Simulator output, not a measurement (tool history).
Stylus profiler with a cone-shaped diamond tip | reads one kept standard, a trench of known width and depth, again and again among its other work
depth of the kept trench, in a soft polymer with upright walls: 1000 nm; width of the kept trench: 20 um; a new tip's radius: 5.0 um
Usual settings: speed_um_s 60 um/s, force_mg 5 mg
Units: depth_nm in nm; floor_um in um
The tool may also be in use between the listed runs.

{"run": 1, "hour": 0.0, "speed_um_s": 60, "force_mg": 5, "depth_nm": 1014.1, "floor_um": 12.65}
{"run": 2, "hour": 29.5, "speed_um_s": 60, "force_mg": 5, "depth_nm": 1013.94, "floor_um": 12.58}
{"run": 3, "hour": 43.7, "speed_um_s": 60, "force_mg": 5, "depth_nm": 1013.81, "floor_um": 12.6}
{"run": 4, "hour": 69.6, "speed_um_s": 60, "force_mg": 4.06, "depth_nm": 1012.81, "floor_um": 12.55}
{"run": 5, "hour": 102.5, "speed_um_s": 60, "force_mg": 4.06, "depth_nm": 1012.55, "floor_um": 12.5}
{"run": 6, "hour": 124.1, "speed_um_s": 60, "force_mg": 4.06, "depth_nm": 1012.71, "floor_um": 12.47}
{"run": 7, "hour": 153.4, "speed_um_s": 60, "force_mg": 9.03, "depth_nm": 1019.94, "floor_um": 12.54}
{"run": 8, "hour": 186.1, "speed_um_s": 60, "force_mg": 5, "depth_nm": 1014.03, "floor_um": 12.46}
{"run": 9, "hour": 208.4, "speed_um_s": 60, "force_mg": 1.72, "depth_nm": 1008.12, "floor_um": 12.32}
{"run": 10, "hour": 241.6, "speed_um_s": 60, "force_mg": 5, "depth_nm": 1014.67, "floor_um": 12.41}
{"run": 11, "hour": 256.3, "speed_um_s": 60, "force_mg": 5, "depth_nm": 1014.12, "floor_um": 12.35}
{"run": 12, "hour": 277.9, "speed_um_s": 60, "force_mg": 5, "depth_nm": 1014.9, "floor_um": 12.38}
{"run": 13, "hour": 308.1, "speed_um_s": 60, "force_mg": 5, "depth_nm": 1014.54, "floor_um": 12.36}
{"run": 14, "hour": 329.1, "speed_um_s": 60, "force_mg": 5, "depth_nm": 1014.36, "floor_um": 12.34}
{"run": 15, "hour": 363.6, "speed_um_s": 60, "force_mg": 5, "depth_nm": 1014.38, "floor_um": 12.3}
{"run": 16, "hour": 393.2, "speed_um_s": 41, "force_mg": 5, "depth_nm": 1014.64, "floor_um": 12.35}
{"run": 17, "hour": 410.4, "speed_um_s": 41, "force_mg": 5, "depth_nm": 1014.75, "floor_um": 12.38}
{"run": 18, "hour": 439.1, "speed_um_s": 121, "force_mg": 5, "depth_nm": 1014.71, "floor_um": 11.98}
{"run": 19, "hour": 463.7, "speed_um_s": 121, "force_mg": 5, "depth_nm": 1014.65, "floor_um": 11.98}
{"run": 20, "hour": 496.6, "speed_um_s": 60, "force_mg": 5, "depth_nm": 1014.71, "floor_um": 12.12}
{"run": 21, "hour": 524.8, "speed_um_s": 60, "force_mg": 5, "depth_nm": 1014.93, "floor_um": 12.12}
{"run": 22, "hour": 555.3, "speed_um_s": 60, "force_mg": 5, "depth_nm": 1015.19, "floor_um": 12.05}
{"hour": 558.1, "done": "height scale calibrated on a step standard"}
{"run": 23, "hour": 590.2, "speed_um_s": 17, "force_mg": 5, "depth_nm": 1015.46, "floor_um": 12.21}
{"run": 24, "hour": 604.8, "speed_um_s": 124, "force_mg": 5, "depth_nm": 1015.75, "floor_um": 11.83}
{"hour": 626.9, "done": "height scale calibrated on a step standard, once more"}
{"run": 25, "hour": 631.9, "speed_um_s": 103, "force_mg": 11.47, "depth_nm": 1021.13, "floor_um": 12.03}
{"run": 26, "hour": 662.5, "speed_um_s": 103, "force_mg": 6.38, "depth_nm": 1014.1, "floor_um": 11.94}
{"run": 27, "hour": 679.8, "speed_um_s": 103, "force_mg": 6.38, "depth_nm": 1014.1, "floor_um": 11.94}
{"run": 28, "hour": 709.5, "speed_um_s": 68, "force_mg": 5, "depth_nm": 1011.52, "floor_um": 11.91}
{"run": 29, "hour": 730.6, "speed_um_s": 37, "force_mg": 2.2, "depth_nm": 1006.97, "floor_um": 11.94}
{"run": 30, "hour": 754.4, "speed_um_s": 37, "force_mg": 2.2, "depth_nm": 1007.1, "floor_um": 11.91}
{"run": 31, "hour": 778.1, "speed_um_s": 157, "force_mg": 3.38, "depth_nm": 1009.39, "floor_um": 11.42}
{"run": 32, "hour": 805.5, "speed_um_s": 157, "force_mg": 3.38, "depth_nm": 1009.28, "floor_um": 11.45}
{"run": 33, "hour": 825.7, "speed_um_s": 33, "force_mg": 3.38, "depth_nm": 1009.6, "floor_um": 11.92}
{"run": 34, "hour": 845.7, "speed_um_s": 95, "force_mg": 2.37, "depth_nm": 1007.76, "floor_um": 11.53}
{"run": 35, "hour": 878.3, "speed_um_s": 95, "force_mg": 2.37, "depth_nm": 1007.79, "floor_um": 11.53}
{"run": 36, "hour": 912.2, "speed_um_s": 40, "force_mg": 2.04, "depth_nm": 1006.72, "floor_um": 11.76}
{"run": 37, "hour": 935.1, "speed_um_s": 19, "force_mg": 1.78, "depth_nm": 1006.35, "floor_um": 11.89}
{"run": 38, "hour": 962.9, "speed_um_s": 19, "force_mg": 1.78, "depth_nm": 1006.66, "floor_um": 11.79}
{"run": 39, "hour": 978.3, "speed_um_s": 22, "force_mg": 1.78, "depth_nm": 1006.25, "floor_um": 11.82}
{"run": 40, "hour": 1010.0, "speed_um_s": 25, "force_mg": 2.02, "depth_nm": 1006.88, "floor_um": 11.77}
{"run": 41, "hour": 1024.8, "speed_um_s": 25, "force_mg": 2.02, "depth_nm": 1007.1, "floor_um": 11.75}
{"run": 42, "hour": 1051.0, "speed_um_s": 25, "force_mg": 5.49, "depth_nm": 1013.54, "floor_um": 11.83}
{"run": 43, "hour": 1068.0, "speed_um_s": 25, "force_mg": 5.49, "depth_nm": 1013.39, "floor_um": 11.78}
{"run": 44, "hour": 1085.0, "speed_um_s": 17, "force_mg": 1.83, "depth_nm": 1006.36, "floor_um": 11.77}
{"run": 45, "hour": 1104.0, "speed_um_s": 182, "force_mg": 7.38, "depth_nm": 1016.3, "floor_um": 11.24}
{"run": 46, "hour": 1120.7, "speed_um_s": 22, "force_mg": 13.41, "depth_nm": 1024.18, "floor_um": 11.75}
{"run": 47, "hour": 1135.7, "speed_um_s": 22, "force_mg": 13.41, "depth_nm": 1023.85, "floor_um": 11.76}

Forecast each of these 3 alternatives for the next run:
{"run": "A", "hour": 1154.3, "speed_um_s": 101, "force_mg": 5, "depth_nm": "?", "floor_um": "?"}
{"run": "B", "hour": 1154.3, "speed_um_s": 21, "force_mg": 13.41, "depth_nm": "?", "floor_um": "?"}
{"run": "C", "hour": 1154.3, "speed_um_s": 32, "force_mg": 2.7, "depth_nm": "?", "floor_um": "?"}

run=A depth_nm=1012.71 floor_um=11.38
run=B depth_nm=1024.23 floor_um=11.72
run=C depth_nm=1008.68 floor_um=11.59
Without the tool's hidden state the same runs would have given:
run=A depth_nm=1011.93 floor_um=13.59
run=B depth_nm=1023.43 floor_um=13.92
run=C depth_nm=1007.9 floor_um=13.8
